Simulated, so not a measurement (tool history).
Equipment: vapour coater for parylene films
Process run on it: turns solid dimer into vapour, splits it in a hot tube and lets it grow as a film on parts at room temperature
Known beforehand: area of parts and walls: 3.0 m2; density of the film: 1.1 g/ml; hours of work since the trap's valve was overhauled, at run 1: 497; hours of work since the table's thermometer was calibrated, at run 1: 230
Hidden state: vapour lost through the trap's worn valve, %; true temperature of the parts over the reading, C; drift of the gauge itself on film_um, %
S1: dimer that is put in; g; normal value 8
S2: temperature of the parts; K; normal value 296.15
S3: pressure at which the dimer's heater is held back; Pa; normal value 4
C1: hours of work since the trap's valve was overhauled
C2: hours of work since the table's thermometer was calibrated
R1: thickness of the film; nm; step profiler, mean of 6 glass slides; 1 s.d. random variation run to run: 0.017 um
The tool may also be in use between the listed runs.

| run | hour | S1 | S2 | S3 | C1 | C2 | R1 |
|---|---|---|---|---|---|---|---|
| 1 | 0 | 8 | 296.15 | 4 | 497 | 230 | 1360 |
|  | 15.2 | trap's valve overhauled |
| 2 | 44.2 | 8 | 296.15 | 4 | 21 | 258 | 1570 |
| 3 | 87.3 | 8 | 296.15 | 4 | 51 | 289 | 1570 |
| 4 | 146 | 8 | 296.15 | 4 | 93 | 330 | 1520 |
| 5 | 193 | 8 | 296.15 | 5.71 | 126 | 364 | 1470 |
| 6 | 253.3 | 7 | 296.15 | 5.71 | 169 | 406 | 1260 |
| 7 | 320.5 | 7 | 296.15 | 5.71 | 216 | 454 | 1260 |
| 8 | 353.3 | 7 | 296.15 | 5.71 | 239 | 477 | 1220 |
| 9 | 421.2 | 7 | 296.15 | 5.71 | 287 | 525 | 1230 |
| 10 | 491.9 | 8 | 296.15 | 4 | 337 | 575 | 1480 |
| 11 | 557.8 | 8 | 296.15 | 7.66 | 384 | 622 | 1330 |
| 12 | 626.4 | 8 | 296.15 | 7.66 | 433 | 670 | 1360 |
| 13 | 675.1 | 8 | 296.15 | 7.66 | 467 | 705 | 1320 |
| 14 | 719.6 | 8 | 296.15 | 4 | 499 | 736 | 1380 |
|  | 736.8 | trap's valve overhauled |
| 15 | 798.9 | 8 | 296.15 | 2.55 | 44 | 790 | 1660 |
| 16 | 870.8 | 4 | 296.15 | 2.55 | 95 | 841 | 850 |
| 17 | 941.8 | 4 | 296.15 | 2.55 | 145 | 891 | 780 |
| 18 | 984.1 | 4 | 296.15 | 2.55 | 175 | 921 | 800 |
|  | 998 | table's thermometer calibrated |
| 19 | 1027.9 | 4 | 296.15 | 2.55 | 205 | 21 | 790 |
| 20 | 1091.4 | 4 | 296.15 | 2.55 | 250 | 66 | 800 |
| 21 | 1156.5 | 4 | 296.15 | 2.55 | 296 | 112 | 800 |
| 22 | 1190.3 | 7 | 296.15 | 7.91 | 320 | 136 | 1140 |
| 23 | 1250.6 | 7 | 296.15 | 7.91 | 363 | 179 | 1170 |
| 24 | 1289 | 13 | 297.15 | 2.84 | 390 | 206 | 2330 |
| 25 | 1349.9 | 13 | 297.15 | 3.08 | 433 | 249 | 2270 |
| 26 | 1402.8 | 10 | 297.15 | 4.27 | 471 | 287 | 1680 |
|  | 1459 | trap's valve overhauled |
| 27 | 1465.2 | 10 | 297.15 | 3.41 | 4 | 328 | 1940 |
| 28 | 1506.1 | 5 | 305.15 | 3.41 | 33 | 357 | 630 |
| 29 | 1574.6 | 6 | 293.15 | 9.44 | 82 | 405 | 1220 |
| 30 | 1619 | 8 | 306.15 | 3.74 | 113 | 437 | 960 |
| 31 | 1687.3 | 8 | 296.15 | 7.31 | 162 | 485 | 1420 |
| 32 | 1765 | 8 | 296.15 | 7.31 | 217 | 540 | 1380 |
| 33 | 1806.1 | 8 | 298.15 | 2.47 | 246 | 569 | 1440 |
| 34 | 1862.5 | 8 | 298.15 | 2.47 | 286 | 609 | 1410 |
| 35 | 1934 | 8 | 295.15 | 3.25 | 336 | 660 | 1580 |
| 36 | 2004.3 | 3 | 299.15 | 8.11 | 386 | 710 | 420 |
| 37 | 2081.2 | 3 | 299.15 | 8.11 | 440 | 764 | 430 |
| 38 | 2133.7 | 3 | 299.15 | 8.11 | 478 | 801 | 410 |
|  | 2178.9 | trap's valve overhauled |
| 39 | 2201.4 | 8 | 296.15 | 3.02 | 16 | 846 | 1630 |
| 40 | 2263.7 | 7 | 305.15 | 2 | 60 | 890 | 970 |

Forecast run 41:
|  | 2320.5 | table's thermometer calibrated |
| 41 | 2320.5 | 11 | 303.15 | 4.6 | 100 | 0 | ? |

{"run 41": {"R1": 1470}}
Minus the tool's unlogged condition, the same run would have read R1 1510 nm.

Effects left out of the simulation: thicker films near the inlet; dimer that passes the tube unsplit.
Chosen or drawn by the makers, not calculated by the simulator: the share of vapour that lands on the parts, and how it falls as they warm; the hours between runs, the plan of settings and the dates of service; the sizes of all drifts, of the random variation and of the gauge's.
